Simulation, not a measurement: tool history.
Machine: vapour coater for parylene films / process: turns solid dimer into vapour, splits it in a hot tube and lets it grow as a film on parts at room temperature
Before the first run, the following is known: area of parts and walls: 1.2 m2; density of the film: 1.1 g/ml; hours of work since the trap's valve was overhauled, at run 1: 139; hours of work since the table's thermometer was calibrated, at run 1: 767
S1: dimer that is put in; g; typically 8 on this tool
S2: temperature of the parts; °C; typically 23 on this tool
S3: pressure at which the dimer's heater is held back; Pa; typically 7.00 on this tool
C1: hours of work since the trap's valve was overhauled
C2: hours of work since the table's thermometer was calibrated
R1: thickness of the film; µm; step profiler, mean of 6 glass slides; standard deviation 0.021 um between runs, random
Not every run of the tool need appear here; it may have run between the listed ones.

| run | hour | S1 | S2 | S3 | C1 | C2 | R1 |
|---|---|---|---|---|---|---|---|
| 1 | 0.0 | 8 | 23 | 7.00 | 139 | 767 | 3.00 |
| 2 | 49.4 | 8 | 23 | 7.00 | 161 | 789 | 3.03 |
| 3 | 88.4 | 8 | 23 | 7.00 | 178 | 807 | 2.99 |
| 4 | 122.4 | 8 | 23 | 7.00 | 194 | 822 | 2.99 |
| 5 | 158.9 | 8 | 23 | 7.00 | 210 | 838 | 2.97 |
| 6 | 203.7 | 8 | 23 | 7.00 | 230 | 859 | 2.98 |
| 7 | 227.4 | 8 | 23 | 7.00 | 241 | 869 | 2.98 |
| 8 | 273.5 | 8 | 23 | 7.00 | 262 | 890 | 2.96 |
|  | 324.9 | table's thermometer calibrated |
| 9 | 331.0 | 8 | 23 | 7.00 | 287 | 3 | 3.03 |
| 10 | 379.5 | 8 | 23 | 7.00 | 309 | 25 | 3.04 |
| 11 | 425.6 | 8 | 32 | 7.00 | 330 | 45 | 2.38 |
| 12 | 468.0 | 8 | 23 | 3.03 | 349 | 65 | 3.33 |
| 13 | 494.7 | 8 | 17 | 7.00 | 361 | 77 | 3.53 |
|  | 521.0 | trap's valve overhauled |
| 14 | 546.2 | 8 | 23 | 7.00 | 11 | 98 | 3.11 |
| 15 | 570.5 | 8 | 23 | 7.00 | 22 | 109 | 3.09 |
| 16 | 606.5 | 7 | 23 | 7.00 | 39 | 125 | 2.73 |
| 17 | 630.5 | 8 | 23 | 2.77 | 49 | 136 | 3.38 |
| 18 | 674.3 | 8 | 23 | 2.77 | 69 | 156 | 3.43 |
| 19 | 720.3 | 8 | 23 | 2.77 | 90 | 177 | 3.43 |
| 20 | 773.9 | 8 | 23 | 2.77 | 114 | 201 | 3.41 |
| 21 | 799.2 | 8 | 23 | 2.77 | 125 | 212 | 3.40 |
| 22 | 830.1 | 8 | 23 | 7.00 | 139 | 226 | 3.04 |
| 23 | 858.5 | 11 | 25 | 6.74 | 152 | 239 | 4.03 |
| 24 | 906.1 | 6 | 33 | 4.41 | 174 | 260 | 1.82 |
| 25 | 941.2 | 3 | 28 | 8.64 | 189 | 276 | 0.98 |
| 26 | 983.7 | 3 | 19 | 6.08 | 209 | 295 | 1.27 |
| 27 | 1021.4 | 7 | 26 | 4.20 | 226 | 312 | 2.56 |
| 28 | 1073.3 | 7 | 26 | 4.20 | 249 | 336 | 2.56 |
| 29 | 1127.2 | 10 | 22 | 3.91 | 273 | 360 | 4.08 |
| 30 | 1161.9 | 10 | 22 | 3.91 | 289 | 376 | 4.06 |
| 31 | 1206.8 | 12 | 22 | 3.91 | 309 | 396 | 4.88 |
| 32 | 1245.7 | 12 | 31 | 2.58 | 327 | 413 | 4.00 |
| 33 | 1275.0 | 11 | 26 | 5.36 | 340 | 427 | 3.88 |
| 34 | 1316.0 | 8 | 23 | 2.40 | 359 | 445 | 3.32 |
|  | 1350.5 | trap's valve overhauled |
| 35 | 1372.7 | 6 | 20 | 6.16 | 10 | 469 | 2.56 |
| 36 | 1419.9 | 6 | 20 | 2.26 | 31 | 490 | 2.84 |
| 37 | 1465.7 | 10 | 27 | 2.40 | 52 | 511 | 3.88 |
| 38 | 1495.8 | 10 | 27 | 2.40 | 66 | 524 | 3.86 |
| 39 | 1542.5 | 8 | 16 | 7.00 | 87 | 546 | 3.68 |
| 40 | 1580.2 | 8 | 16 | 7.00 | 104 | 562 | 3.70 |
| 41 | 1611.9 | 6 | 23 | 4.05 | 118 | 577 | 2.40 |
| 42 | 1653.4 | 7 | 23 | 7.18 | 137 | 596 | 2.65 |
| 43 | 1684.6 | 7 | 23 | 7.18 | 151 | 610 | 2.60 |
| 44 | 1735.9 | 3 | 23 | 7.18 | 174 | 633 | 1.12 |

Consider 4 possible next runs. They are alternatives, not a sequence: every one starts from the tool as it was left by run 44. What does each give?
| A | 1768.5 | 11 | 22 | 4.17 | 189 | 647 | ? |
| B | 1768.5 | 8 | 26 | 7.00 | 189 | 647 | ? |
| C | 1768.5 | 4 | 23 | 7.00 | 189 | 647 | ? |
| D | 1768.5 | 8 | 23 | 7.18 | 189 | 647 | ? |

| run | R1 |
|---|---|
| A | 4.48 |
| B | 2.79 |
| C | 1.52 |
| D | 3.01 |
Without the tool's hidden state the same runs would have given:
| run | R1 |
|---|---|
| A | 4.70 |
| B | 2.93 |
| C | 1.59 |
| D | 3.16 |
